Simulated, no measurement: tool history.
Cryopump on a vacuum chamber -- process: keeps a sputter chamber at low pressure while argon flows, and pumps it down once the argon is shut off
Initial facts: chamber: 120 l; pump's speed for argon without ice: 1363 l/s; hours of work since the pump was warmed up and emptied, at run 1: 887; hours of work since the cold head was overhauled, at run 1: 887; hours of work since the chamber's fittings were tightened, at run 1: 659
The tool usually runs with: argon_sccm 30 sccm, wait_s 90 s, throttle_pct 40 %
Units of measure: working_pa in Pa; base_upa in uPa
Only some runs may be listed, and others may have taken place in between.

run	hour	argon_sccm	wait_s	throttle_pct	hours of work since the pump was warmed up and emptied	hours of work since the cold head was overhauled	hours of work since the chamber's fittings were tightened	working_pa	base_upa
1	0	30	90	40	887	887	659	0.1077	1.21
2	89.3	30	90	40	928	928	700	0.1082	1.16
3	154.9	30	90	40	958	958	730	0.1101	1.25
4	233.3	30	90	40	994	994	766	0.1095	1.28
5	283.5	30	90	24	1017	1017	789	0.1726	1.27
6	342	30	90	22	1044	1044	815	0.1886	1.22
7	422.3	30	90	22	1081	1081	852	0.1874	1.29
# hour 463.9: pump warmed up, emptied and cooled again
8	497.8	30	107	22	16	1113	884	0.1692	0.96
9	537	30	107	22	33	1131	902	0.1701	0.96
10	630.5	30	107	22	76	1174	945	0.1703	1
11	704	30	107	22	110	1208	979	0.1705	0.98
12	753.5	30	107	22	133	1230	1002	0.1718	1.08
13	838.5	14	22	40	171	1269	1040	0.0443	3.14
14	910.6	46	90	58	205	1302	1073	0.1038	1.17
15	994.1	49	178	19	243	1340	1112	0.3254	0.83

Table of differences, measured result less the result of that run with no hidden state. Run-to-run variation is the same in both. Gauge scatter possibly is not:
Unlogged tool condition in this case: pump's speed, % of a pump's without ice; cold plate's temperature, K; leak into the chamber, uPa l/s; drift of the gauge itself on working_pa, %; drift of the gauge itself on base_upa, %.
run	working_pa	base_upa
1	+0.0148	+0.29
2	+0.0157	+0.29
3	+0.0166	+0.31
4	+0.0172	+0.33
5	+0.0178	+0.34
6	+0.0185	+0.34
7	+0.0193	+0.37
8	+0.0006	+0.18
9	+0.0008	+0.18
10	+0.0014	+0.2
11	+0.0018	+0.22
12	+0.002	+0.22
13	+0.0012	+0.22
14	+0.0046	+0.24
15	+0.0057	+0.26

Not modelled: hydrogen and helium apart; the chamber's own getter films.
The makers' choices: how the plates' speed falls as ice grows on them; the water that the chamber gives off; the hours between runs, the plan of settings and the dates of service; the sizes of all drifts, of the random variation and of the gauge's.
